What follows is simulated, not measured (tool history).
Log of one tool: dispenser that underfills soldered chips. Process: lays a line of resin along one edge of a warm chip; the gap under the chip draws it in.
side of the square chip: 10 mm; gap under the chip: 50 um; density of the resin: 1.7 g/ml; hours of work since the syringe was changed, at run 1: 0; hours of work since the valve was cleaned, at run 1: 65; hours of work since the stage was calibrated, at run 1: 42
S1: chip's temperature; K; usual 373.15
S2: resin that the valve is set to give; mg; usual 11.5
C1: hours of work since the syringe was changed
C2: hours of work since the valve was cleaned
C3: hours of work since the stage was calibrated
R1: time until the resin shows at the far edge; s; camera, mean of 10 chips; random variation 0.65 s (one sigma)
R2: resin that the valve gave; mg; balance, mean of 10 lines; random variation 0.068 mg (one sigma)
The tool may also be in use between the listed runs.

run 1 day=0.000 | S1=373.15 S2=11.5 | C1=0 C2=65 C3=42 | R1=59.6 R2=11.12
run 2 day=0.308 | S1=373.15 S2=13.5 | C1=5 C2=70 C3=47 | R1=78.5 R2=12.88
-- day=0.492 new syringe of resin
run 3 day=0.492 | S1=373.15 S2=13.5 | C1=0 C2=72 C3=49 | R1=55.5 R2=12.83
run 4 day=0.817 | S1=373.15 S2=13.5 | C1=5 C2=78 C3=55 | R1=78.1 R2=12.82
-- day=1.017 new syringe of resin
run 5 day=1.154 | S1=373.15 S2=13.5 | C1=2 C2=83 C3=60 | R1=64.6 R2=12.68
run 6 day=1.383 | S1=373.15 S2=11.5 | C1=6 C2=87 C3=64 | R1=84.9 R2=10.89
-- day=1.517 new syringe of resin
run 7 day=1.612 | S1=373.15 S2=11.5 | C1=2 C2=90 C3=67 | R1=64.8 R2=10.82
run 8 day=1.862 | S1=373.15 S2=11.5 | C1=6 C2=94 C3=71 | R1=85.6 R2=10.75
-- day=2.025 new syringe of resin
run 9 day=2.046 | S1=373.15 S2=11.5 | C1=0 C2=97 C3=74 | R1=59.4 R2=10.73
run 10 day=2.267 | S1=373.15 S2=11.5 | C1=4 C2=100 C3=77 | R1=77.0 R2=10.82
-- day=2.525 new syringe of resin
run 11 day=2.617 | S1=373.15 S2=11.5 | C1=1 C2=106 C3=83 | R1=65.7 R2=10.82
run 12 day=2.933 | S1=373.15 S2=11.5 | C1=7 C2=111 C3=88 | R1=91.5 R2=10.75
-- day=3.042 new syringe of resin
run 13 day=3.283 | S1=373.15 S2=11.5 | C1=4 C2=116 C3=93 | R1=76.3 R2=10.57
run 14 day=3.529 | S1=373.15 S2=11.5 | C1=8 C2=120 C3=97 | R1=99.0 R2=10.62
-- day=3.558 new syringe of resin
run 15 day=3.796 | S1=373.15 S2=11.5 | C1=4 C2=124 C3=101 | R1=77.9 R2=10.62
-- day=3.900 dispensing valve cleaned and set on the balance
run 16 day=4.067 | S1=373.15 S2=11.5 | C1=8 C2=3 C3=105 | R1=94.4 R2=11.52
-- day=4.108 new syringe of resin
run 17 day=4.375 | S1=373.15 S2=11.5 | C1=4 C2=7 C3=110 | R1=78.7 R2=11.42
-- day=4.608 new syringe of resin
run 18 day=4.750 | S1=373.15 S2=11.5 | C1=2 C2=13 C3=116 | R1=67.8 R2=11.46
-- day=5.108 new syringe of resin
run 19 day=5.125 | S1=384.15 S2=12.9 | C1=0 C2=19 C3=121 | R1=45.5 R2=12.82
run 20 day=5.308 | S1=384.15 S2=12.9 | C1=3 C2=22 C3=124 | R1=55.4 R2=12.66
-- day=5.629 new syringe of resin
run 21 day=5.683 | S1=382.15 S2=12.3 | C1=1 C2=28 C3=130 | R1=50.6 R2=12.18
run 22 day=5.854 | S1=382.15 S2=12.3 | C1=4 C2=31 C3=133 | R1=59.7 R2=12.12
run 23 day=6.033 | S1=383.15 S2=10.5 | C1=6 C2=33 C3=136 | R1=72.8 R2=10.34
-- day=6.150 new syringe of resin
run 24 day=6.229 | S1=370.15 S2=14.7 | C1=1 C2=36 C3=139 | R1=67.8 R2=14.27
run 25 day=6.467 | S1=370.15 S2=14.7 | C1=5 C2=40 C3=143 | R1=86.8 R2=14.40
-- day=6.671 new syringe of resin
run 26 day=6.704 | S1=382.15 S2=10.4 | C1=1 C2=44 C3=146 | R1=51.5 R2=10.16
run 27 day=7.058 | S1=371.15 S2=13.9 | C1=6 C2=50 C3=152 | R1=90.2 R2=13.38
-- day=7.196 new syringe of resin
run 28 day=7.400 | S1=370.15 S2=10.6 | C1=3 C2=55 C3=157 | R1=82.2 R2=10.24
-- day=7.708 new syringe of resin
run 29 day=7.746 | S1=360.15 S2=10.5 | C1=1 C2=60 C3=162 | R1=90.4 R2=10.20
run 30 day=7.971 | S1=359.15 S2=11.4 | C1=4 C2=64 C3=166 | R1=114.4 R2=10.84
run 31 day=8.192 | S1=359.15 S2=11.4 | C1=8 C2=67 C3=170 | R1=144.9 R2=10.98
-- day=8.233 new syringe of resin
run 32 day=8.375 | S1=366.15 S2=13.9 | C1=2 C2=70 C3=172 | R1=81.5 R2=13.16
run 33 day=8.533 | S1=369.15 S2=13.0 | C1=5 C2=73 C3=175 | R1=88.6 R2=12.50
-- day=8.754 new syringe of resin
run 34 day=8.858 | S1=385.15 S2=13.0 | C1=2 C2=78 C3=180 | R1=48.4 R2=12.58
run 35 day=9.192 | S1=385.15 S2=13.0 | C1=7 C2=83 C3=185 | R1=69.3 R2=12.21
-- day=9.258 new syringe of resin
run 36 day=9.462 | S1=380.15 S2=13.7 | C1=3 C2=87 C3=189 | R1=59.8 R2=13.08

Some steps in R1 between neighbouring runs. How much of each would the tool show without its hidden state too (settings, what came in, random variation), and how much is left for the hidden state, with any gauge scatter that isn't in both results?
The hidden state here: resin's viscosity, % of fresh resin's; dose that the valve gives, % of what is set; true chip temperature over the reading, C; drift of the gauge itself on fill_s, %; drift of the gauge itself on given_mg, %.
Run 26 -> 27: S1 382.15 -> 371.15, S2 10.4 -> 13.9. R1 +38.7 s: hidden state +28.1, all else +10.6.
Run 30 -> 31: no setting changed, nothing entered. R1 +30.5 s: hidden state +29.9, all else +0.6.
Run 31 -> 32: S1 359.15 -> 366.15, S2 11.4 -> 13.9, new syringe of resin. R1 -63.4 s: hidden state -46.4, all else -17.0.
Run 33 -> 34: S1 369.15 -> 385.15, new syringe of resin. R1 -40.2 s: hidden state -19.2, all else -21.0.

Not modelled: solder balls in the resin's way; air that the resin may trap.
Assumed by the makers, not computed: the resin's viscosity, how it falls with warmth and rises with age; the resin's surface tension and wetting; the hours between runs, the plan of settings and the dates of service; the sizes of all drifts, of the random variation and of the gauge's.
